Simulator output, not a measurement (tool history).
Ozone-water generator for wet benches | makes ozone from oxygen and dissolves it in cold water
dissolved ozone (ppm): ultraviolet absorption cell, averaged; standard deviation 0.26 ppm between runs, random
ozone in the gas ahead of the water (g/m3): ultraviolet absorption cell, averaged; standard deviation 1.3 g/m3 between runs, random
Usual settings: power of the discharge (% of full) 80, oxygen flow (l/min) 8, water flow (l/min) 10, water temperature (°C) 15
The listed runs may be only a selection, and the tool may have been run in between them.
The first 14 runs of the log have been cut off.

run	hour	power of the discharge (% of full)	oxygen flow (l/min)	water flow (l/min)	water temperature (°C)	dissolved ozone (ppm)	ozone in the gas ahead of the water (g/m3)
15	1973.7	80	8	10	22	29.8	218.7
# hour 2012.2: water thermometer calibrated, once more
16	2152.5	80	8	10	15	34.8	217.7
17	2342.6	80	8	10	15	35.4	218
18	2467.1	80	8	10	15	35.3	219.6
19	2615.7	84	8	7	15	43.2	226.1
20	2752.3	80	8	7	15	42	218.3
21	2877.9	80	8	7	15	41.7	216.4
22	3031.3	80	8	7	15	42	215.4
23	3190.5	49	4.84	7	15	28.7	171.8
24	3319.1	49	4.84	7	15	28.9	173.3
25	3442.2	80	4.17	10	8	37.5	267.1
26	3630	46	8	9	20	20.9	141
27	3767.5	50	10.78	10	18	21.5	135.6
28	3857.2	79	7.8	6	21	37.8	214.1
29	4051.9	79	7.8	6	21	37.6	215.2
30	4241.2	79	7.8	6	21	37.6	215
31	4398.9	59	8	11	12	26.6	167.9
32	4596.2	59	8	11	12	26.5	167

5 ways to go on from here, each from the tool as it stands after run 32. What would each give?
A	4784.9	93	12.18	11	10	?	?
B	4784.9	51	8	15	10	?	?
C	4784.9	80	8	14	15	?	?
D	4784.9	65	8	7	15	?	?
E	4784.9	57	8	16	12	?	?

run	dissolved ozone (ppm)	ozone in the gas ahead of the water (g/m3)
A	39.2	208.5
B	20.2	150.9
C	27	212.5
D	34.1	181.1
E	20.1	166.1
Take away the tool's hidden state, keep each run's random variation, and the runs would have read:
run	dissolved ozone (ppm)	ozone in the gas ahead of the water (g/m3)
A	47.5	238.5
B	23.3	163.6
C	32.5	239.8
D	39.8	200.7
E	23.5	181.8
